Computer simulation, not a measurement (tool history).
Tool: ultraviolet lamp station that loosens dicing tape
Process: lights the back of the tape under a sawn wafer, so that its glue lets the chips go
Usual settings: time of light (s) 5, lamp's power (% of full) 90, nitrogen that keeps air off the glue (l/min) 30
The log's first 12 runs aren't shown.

run     day  time of light (s)  lamp's power (% of full)  nitrogen that keeps air off the glue (l/min)  hours of work of the lamp  hours of work since the window was cleaned  force that peels the tape off (N)  light that reached the tape (mJ/cm2)
 13  12.704                  5                        90                                            30                        425                                          37                              0.456                                   194
 14  14.217                  5                        90                                            30                        446                                          57                              0.470                                   188
 15  15.658                  5                        90                                            59                        465                                          77                              0.394                                   185
 16  16.583                  5                        90                                            30                        478                                          90                              0.492                                   185
 17  17.371                  5                        90                                            30                        489                                         100                              0.495                                   179
 18  17.988                  4                        72                                            14                        497                                         109                              1.178                                   113
 19  19.392                  6                        77                                            13                        516                                         128                              0.720                                   180
 20  20.900                  3                        61                                            22                        537                                         149                              1.536                                    66
 21  21.929                  5                        87                                            37                        551                                         163                              0.508                                   164
 22  22.562                  5                        90                                            14                        560                                         171                              0.757                                   172
 23  23.412                  2                        77                                            11                        571                                         183                              2.092                                    59
 24  24.921                  4                        60                                            30                        592                                         204                              1.202                                    88
 25  25.662                  9                        68                                            22                        602                                         214                              0.419                                   223
 26  26.904                  7                        66                                            39                        619                                         231                              0.520                                   165
 27  27.688                  2                        90                                            45                        630                                         241                              1.438                                    65
 28  28.929                  5                        74                                            27                        647                                         258                              0.818                                   126
 29  30.417                  5                        74                                            27                        667                                         279                              0.820                                   126
 30  31.688                  5                        74                                            18                        684                                         296                              0.997                                   125
 31  32.871                  5                        74                                            18                        701                                         312                              1.007                                   120
 32  33.700                  8                        74                                            16                        712                                         324                              0.607                                   192
     34.000  -- window cleaned of glue's vapour
 33  34.350                  3                        74                                            21                        721                                           5                              1.333                                    82
 34  35.458                  3                        85                                            21                        736                                          20                              1.240                                    97

5 ways to go on from here, each from the tool as it stands after run 34. What would each give?
  A  36.883                  3                        85                                            21                        755                                          39                                  ?                                     ?
  B  36.883                  7                        69                                            21                        755                                          39                                  ?                                     ?
  C  36.883                  5                        71                                            30                        755                                          39                                  ?                                     ?
  D  36.883                  5                       100                                            30                        755                                          39                                  ?                                     ?
  E  36.883                  7                        73                                            11                        755                                          39                                  ?                                     ?

run  force that peels the tape off (N)  light that reached the tape (mJ/cm2)
  A                              1.258                                    96
  B                              0.602                                   175
  C                              0.765                                   128
  D                              0.491                                   184
  E                              0.703                                   183
Without the tool's hidden state the same runs would have given:
run  force that peels the tape off (N)  light that reached the tape (mJ/cm2)
  A                              0.858                                   136
  B                              0.375                                   252
  C                              0.475                                   184
  D                              0.318                                   264
  E                              0.436                                   264

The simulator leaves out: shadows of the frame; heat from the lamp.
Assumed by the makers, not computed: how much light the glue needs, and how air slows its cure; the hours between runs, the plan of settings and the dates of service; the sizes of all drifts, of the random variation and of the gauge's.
